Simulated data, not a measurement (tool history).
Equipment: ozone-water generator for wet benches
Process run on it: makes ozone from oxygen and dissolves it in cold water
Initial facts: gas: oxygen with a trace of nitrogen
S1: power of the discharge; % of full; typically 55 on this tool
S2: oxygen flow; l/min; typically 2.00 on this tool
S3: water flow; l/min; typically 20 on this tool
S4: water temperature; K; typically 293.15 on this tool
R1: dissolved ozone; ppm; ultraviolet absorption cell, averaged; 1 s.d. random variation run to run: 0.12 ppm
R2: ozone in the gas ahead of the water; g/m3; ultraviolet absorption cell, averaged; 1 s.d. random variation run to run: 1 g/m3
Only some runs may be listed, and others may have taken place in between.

run 1 hour=0.0 | S1=55 S2=2.00 S3=20 S4=293.15 | R1=10.4 R2=172.2
run 2 hour=62.6 | S1=55 S2=2.00 S3=20 S4=293.15 | R1=10.3 R2=170.0
run 3 hour=123.4 | S1=55 S2=2.00 S3=20 S4=293.15 | R1=10.6 R2=170.1
run 4 hour=155.8 | S1=55 S2=2.00 S3=20 S4=294.15 | R1=10.4 R2=168.9
run 5 hour=197.5 | S1=55 S2=2.00 S3=20 S4=294.15 | R1=10.2 R2=170.0
run 6 hour=230.1 | S1=55 S2=2.00 S3=13 S4=293.15 | R1=15.4 R2=168.8
run 7 hour=278.5 | S1=55 S2=2.00 S3=13 S4=293.15 | R1=15.8 R2=168.8
run 8 hour=327.7 | S1=89 S2=2.00 S3=20 S4=293.15 | R1=15.1 R2=247.4
run 9 hour=380.3 | S1=55 S2=2.00 S3=20 S4=293.15 | R1=10.4 R2=168.8
run 10 hour=435.1 | S1=55 S2=2.00 S3=20 S4=293.15 | R1=10.3 R2=168.9
run 11 hour=468.1 | S1=55 S2=2.00 S3=20 S4=293.15 | R1=10.4 R2=168.2
run 12 hour=501.6 | S1=55 S2=2.00 S3=20 S4=293.15 | R1=10.1 R2=168.0
run 13 hour=553.8 | S1=55 S2=2.00 S3=20 S4=293.15 | R1=10.3 R2=169.2
run 14 hour=626.5 | S1=55 S2=2.00 S3=20 S4=293.15 | R1=10.5 R2=165.6
run 15 hour=670.5 | S1=55 S2=2.00 S3=20 S4=294.15 | R1=10.1 R2=168.8
run 16 hour=729.0 | S1=55 S2=2.00 S3=20 S4=294.15 | R1=10.2 R2=168.2
run 17 hour=785.2 | S1=55 S2=2.00 S3=20 S4=294.15 | R1=10.1 R2=165.7
run 18 hour=822.9 | S1=55 S2=2.00 S3=20 S4=294.15 | R1=10.2 R2=166.4
run 19 hour=869.4 | S1=55 S2=2.00 S3=20 S4=294.15 | R1=10.0 R2=166.0
run 20 hour=916.0 | S1=55 S2=2.00 S3=20 S4=294.15 | R1=10.1 R2=167.5
run 21 hour=978.8 | S1=55 S2=2.00 S3=20 S4=294.15 | R1=10.1 R2=165.8
run 22 hour=1028.3 | S1=91 S2=2.00 S3=24 S4=288.15 | R1=12.8 R2=242.7
run 23 hour=1087.9 | S1=98 S2=2.04 S3=13 S4=293.15 | R1=23.4 R2=253.5
run 24 hour=1144.3 | S1=55 S2=1.72 S3=15 S4=296.15 | R1=12.4 R2=174.3
run 25 hour=1186.7 | S1=55 S2=1.72 S3=15 S4=296.15 | R1=12.5 R2=174.0
run 26 hour=1260.7 | S1=55 S2=1.72 S3=15 S4=296.15 | R1=12.3 R2=175.4
-- hour=1275.7 water thermometer calibrated
run 27 hour=1301.9 | S1=57 S2=2.00 S3=20 S4=293.15 | R1=10.4 R2=170.7

What if the next run were any one of these 3? Each begins from the tool's condition after run 27:
run A hour=1363.1 | S1=55 S2=2.00 S3=27 S4=293.15 | R1=? R2=?
run B hour=1363.1 | S1=57 S2=1.16 S3=20 S4=293.15 | R1=? R2=?
run C hour=1363.1 | S1=55 S2=2.00 S3=22 S4=291.15 | R1=? R2=?

run=A R1=7.4 R2=164.1
run=B R1=8.4 R2=211.4
run=C R1=9.3 R2=163.0
With the hidden condition removed and each run's random variation left untouched, the same runs would have given:
run=A R1=8.4 R2=182.4
run=B R1=9.6 R2=236.0
run=C R1=10.5 R2=181.3
